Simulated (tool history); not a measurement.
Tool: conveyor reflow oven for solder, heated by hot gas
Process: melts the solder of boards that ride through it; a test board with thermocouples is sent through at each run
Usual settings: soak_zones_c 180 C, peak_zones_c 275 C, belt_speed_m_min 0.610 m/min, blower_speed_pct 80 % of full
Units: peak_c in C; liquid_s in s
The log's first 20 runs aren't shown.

run 21 hour=745.7 | soak_zones_c=180 peak_zones_c=276 belt_speed_m_min=0.610 blower_speed_pct=56 | peak_c=260.7 liquid_s=59.0
run 22 hour=789.1 | soak_zones_c=180 peak_zones_c=276 belt_speed_m_min=0.610 blower_speed_pct=56 | peak_c=260.2 liquid_s=58.8
-- hour=810.9 flux residue cleaned out of gas plates and filters
run 23 hour=823.1 | soak_zones_c=180 peak_zones_c=275 belt_speed_m_min=0.602 blower_speed_pct=80 | peak_c=263.3 liquid_s=61.6
run 24 hour=852.2 | soak_zones_c=173 peak_zones_c=275 belt_speed_m_min=0.493 blower_speed_pct=60 | peak_c=264.9 liquid_s=74.5
run 25 hour=901.6 | soak_zones_c=185 peak_zones_c=281 belt_speed_m_min=0.613 blower_speed_pct=87 | peak_c=269.4 liquid_s=64.4
run 26 hour=935.1 | soak_zones_c=170 peak_zones_c=271 belt_speed_m_min=0.613 blower_speed_pct=87 | peak_c=258.3 liquid_s=55.6
run 27 hour=966.0 | soak_zones_c=180 peak_zones_c=263 belt_speed_m_min=0.688 blower_speed_pct=83 | peak_c=248.8 liquid_s=46.7
-- hour=995.8 thermocouples of zones 6 and 7 changed
run 28 hour=999.7 | soak_zones_c=170 peak_zones_c=282 belt_speed_m_min=0.660 blower_speed_pct=80 | peak_c=268.0 liquid_s=55.4
run 29 hour=1031.6 | soak_zones_c=170 peak_zones_c=282 belt_speed_m_min=0.660 blower_speed_pct=80 | peak_c=268.3 liquid_s=55.3
run 30 hour=1064.8 | soak_zones_c=170 peak_zones_c=282 belt_speed_m_min=0.660 blower_speed_pct=80 | peak_c=267.9 liquid_s=55.0

Forecast each of these 3 alternatives for the next run:
run A hour=1092.8 | soak_zones_c=170 peak_zones_c=282 belt_speed_m_min=0.519 blower_speed_pct=80 | peak_c=? liquid_s=?
run B hour=1092.8 | soak_zones_c=170 peak_zones_c=282 belt_speed_m_min=0.612 blower_speed_pct=80 | peak_c=? liquid_s=?
run C hour=1092.8 | soak_zones_c=170 peak_zones_c=283 belt_speed_m_min=0.590 blower_speed_pct=55 | peak_c=? liquid_s=?

run=A peak_c=274.2 liquid_s=74.2
run=B peak_c=270.5 liquid_s=60.5
run=C peak_c=269.5 liquid_s=62.4
Without the tool's hidden state the same runs would have given:
run=A peak_c=275.2 liquid_s=74.2
run=B peak_c=271.7 liquid_s=60.7
run=C peak_c=270.5 liquid_s=62.5
